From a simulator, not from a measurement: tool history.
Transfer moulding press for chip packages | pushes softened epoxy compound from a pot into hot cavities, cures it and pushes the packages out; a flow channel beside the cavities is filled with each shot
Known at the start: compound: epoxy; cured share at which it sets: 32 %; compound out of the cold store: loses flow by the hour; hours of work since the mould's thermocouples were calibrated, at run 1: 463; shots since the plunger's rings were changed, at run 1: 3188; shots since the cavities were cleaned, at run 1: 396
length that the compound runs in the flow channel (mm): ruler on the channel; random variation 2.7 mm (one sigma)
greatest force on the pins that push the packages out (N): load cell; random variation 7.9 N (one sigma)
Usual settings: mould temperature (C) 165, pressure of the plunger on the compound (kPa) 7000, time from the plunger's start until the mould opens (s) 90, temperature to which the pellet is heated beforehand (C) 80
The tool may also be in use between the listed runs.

run     day  mould temperature (C)  pressure of the plunger on the compound (kPa)  time from the plunger's start until the mould opens (s)  temperature to which the pellet is heated beforehand (C)  hours of work since the mould's thermocouples were calibrated  shots since the plunger's rings were changed  shots since the cavities were cleaned  incoming compound's hours out of the cold store  length that the compound runs in the flow channel (mm)  greatest force on the pins that push the packages out (N)
  1       0                    165                                           7000                                                       90                                                        80                                                            463                                          3188                                    396                                             38.8                                                     572                                                        543
  2   0.425                    165                                           7000                                                       90                                                        80                                                            470                                          3315                                    523                                             24.4                                                     590                                                        578
  3   1.138                    172                                           7000                                                       90                                                        80                                                            481                                          3528                                    736                                              8.9                                                     583                                                        439
        1.5  -- plunger's sealing rings changed
  4   1.796                    165                                           7000                                                       90                                                        80                                                            490                                            88                                    902                                             18.2                                                     631                                                        650
  5   2.475                    165                                           7000                                                       90                                                        79                                                            502                                           290                                   1104                                             22.4                                                     619                                                        691
      2.833  -- cavities cleaned with cleaning compound and waxed
  6   2.933                    165                                           7000                                                       90                                                        79                                                            508                                           408                                     30                                             43.1                                                     593                                                        380
  7   3.417                    165                                           7000                                                       90                                                        79                                                            516                                           553                                    175                                             45.8                                                     585                                                        441
      3.833  -- mould's thermocouples calibrated
  8   3.862                    165                                           7000                                                       90                                                        79                                                              0                                           661                                    283                                             44.4                                                     592                                                        520
  9   4.246                    173                                           7000                                                       90                                                        80                                                              7                                           775                                    397                                             26.5                                                     588                                                        385
 10   4.854                    173                                           7000                                                       90                                                        80                                                             17                                           957                                    579                                             22.4                                                     596                                                        407
 11    5.45                    173                                           7000                                                       90                                                        80                                                             26                                          1135                                    757                                             28.9                                                     586                                                        423
 12   6.108                    173                                           7000                                                       90                                                        80                                                             37                                          1331                                    953                                             30.4                                                     582                                                        451
 13   6.792                    173                                           7000                                                       90                                                        80                                                             48                                          1536                                   1158                                               33                                                     576                                                        482
      6.958  -- cavities cleaned with cleaning compound and waxed
 14   7.233                    173                                           7000                                                       90                                                        80                                                             55                                          1649                                     82                                             15.7                                                     599                                                        298
      7.771  -- mould's thermocouples calibrated, once more
 15   7.771                    173                                           7000                                                       90                                                        80                                                              0                                          1784                                    217                                               45                                                     556                                                        311
 16   8.121                    165                                           8160                                                       90                                                        80                                                              6                                          1888                                    321                                             23.3                                                     649                                                        488
 17   8.712                    165                                           8160                                                       90                                                        80                                                             15                                          2066                                    499                                             31.8                                                     639                                                        532
 18   9.425                    165                                           7000                                                       90                                                        75                                                             27                                          2278                                    711                                             31.5                                                     584                                                        610
 19   9.783                    165                                           7000                                                      126                                                        88                                                             33                                          2385                                    818                                              8.7                                                     616                                                        429
 20  10.412                    169                                           8130                                                      127                                                        71                                                             43                                          2573                                   1006                                             43.5                                                     608                                                        441
       11.1  -- cavities cleaned with cleaning compound and waxed
 21  11.188                    168                                           8130                                                      101                                                        71                                                             55                                          2785                                     25                                             19.5                                                     631                                                        263
 22    11.6                    168                                           7670                                                      111                                                        71                                                             62                                          2908                                    148                                               30                                                     602                                                        300
 23  12.071                    159                                           7670                                                      111                                                        76                                                             69                                          3049                                    289                                             26.1                                                     630                                                        509
 24  12.821                    159                                           7670                                                      111                                                        76                                                             82                                          3273                                    513                                             15.8                                                     644                                                        606
 25  13.338                    165                                           5810                                                       90                                                        80                                                             90                                          3428                                    668                                             36.9                                                     515                                                        581

Forecast each of these 5 alternatives for the next run:
  A  13.679                    165                                           7000                                                       90                                                        71                                                             96                                          3530                                    770                                              9.5                                                       ?                                                          ?
  B  13.679                    167                                           5810                                                       90                                                        76                                                             96                                          3530                                    770                                             24.6                                                       ?                                                          ?
  C  13.679                    165                                           5220                                                       90                                                        80                                                             96                                          3530                                    770                                             43.8                                                       ?                                                          ?
  D  13.679                    165                                           7000                                                      124                                                        83                                                             96                                          3530                                    770                                             28.9                                                       ?                                                          ?
  E  13.679                    165                                           7000                                                       87                                                        80                                                             96                                          3530                                    770                                              9.4                                                       ?                                                          ?

run  length that the compound runs in the flow channel (mm)  greatest force on the pins that push the packages out (N)
  A                                                     602                                                        670
  B                                                     525                                                        548
  C                                                     483                                                        610
  D                                                     575                                                        410
  E                                                     598                                                        712
Without the tool's hidden state the same runs would have given:
run  length that the compound runs in the flow channel (mm)  greatest force on the pins that push the packages out (N)
  A                                                     643                                                        367
  B                                                     560                                                        303
  C                                                     515                                                        337
  D                                                     614                                                        234
  E                                                     639                                                        392

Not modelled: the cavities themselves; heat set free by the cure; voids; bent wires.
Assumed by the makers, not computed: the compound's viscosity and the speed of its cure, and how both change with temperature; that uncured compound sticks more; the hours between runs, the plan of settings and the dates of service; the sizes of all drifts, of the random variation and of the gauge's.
